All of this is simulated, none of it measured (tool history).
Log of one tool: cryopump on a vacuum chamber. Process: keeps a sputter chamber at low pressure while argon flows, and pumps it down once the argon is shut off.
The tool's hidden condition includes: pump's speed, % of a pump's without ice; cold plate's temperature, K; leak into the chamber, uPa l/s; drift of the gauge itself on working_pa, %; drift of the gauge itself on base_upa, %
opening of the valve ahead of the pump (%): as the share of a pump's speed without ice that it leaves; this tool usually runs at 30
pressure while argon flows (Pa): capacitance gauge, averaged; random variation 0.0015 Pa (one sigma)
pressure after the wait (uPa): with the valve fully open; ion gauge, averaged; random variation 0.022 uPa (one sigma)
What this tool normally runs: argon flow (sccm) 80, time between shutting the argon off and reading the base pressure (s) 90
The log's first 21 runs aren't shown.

run,day,argon flow (sccm),time between shutting the argon off and reading the base pressure (s),opening of the valve ahead of the pump (%),hours of work since the pump was warmed up and emptied,hours of work since the cold head was overhauled,hours of work since the chamber's fittings were tightened,pressure while argon flows (Pa),pressure after the wait (uPa)
22,14.758,80,268,56,628,628,1752,0.2068,1.45
23,15.246,69,61,21,634,634,1759,0.4534,1.96
24,16.254,69,61,21,647,647,1771,0.4501,1.91
25,16.900,104,61,47,655,655,1779,0.3186,1.95
26,17.642,104,61,47,664,664,1789,0.3179,2.01
27,18.512,104,22,47,675,675,1799,0.3153,3.07
28,19.279,104,22,47,685,685,1809,0.3214,3.11
29,20.179,104,265,28,696,696,1820,0.5201,1.52
30,21.075,104,265,28,707,707,1832,0.5221,1.53
31,22.008,145,56,35,719,719,1843,0.5870,2.10
32,22.933,46,90,46,731,731,1855,0.1436,1.78
33,23.517,60,88,23,738,738,1862,0.3617,1.74

Forecast each of these 4 alternatives for the next run:
A,24.062,34,88,43,745,745,1869,?,?
B,24.062,152,89,26,745,745,1869,?,?
C,24.062,47,90,42,745,745,1869,?,?
D,24.062,135,35,24,745,745,1869,?,?

run,pressure while argon flows (Pa),pressure after the wait (uPa)
A,0.1145,1.81
B,0.8209,1.85
C,0.1611,1.85
D,0.7800,2.52
Without the tool's hidden state the same runs would have given:
run,pressure while argon flows (Pa),pressure after the wait (uPa)
A,0.1043,0.66
B,0.7748,0.67
C,0.1469,0.70
D,0.7393,1.36
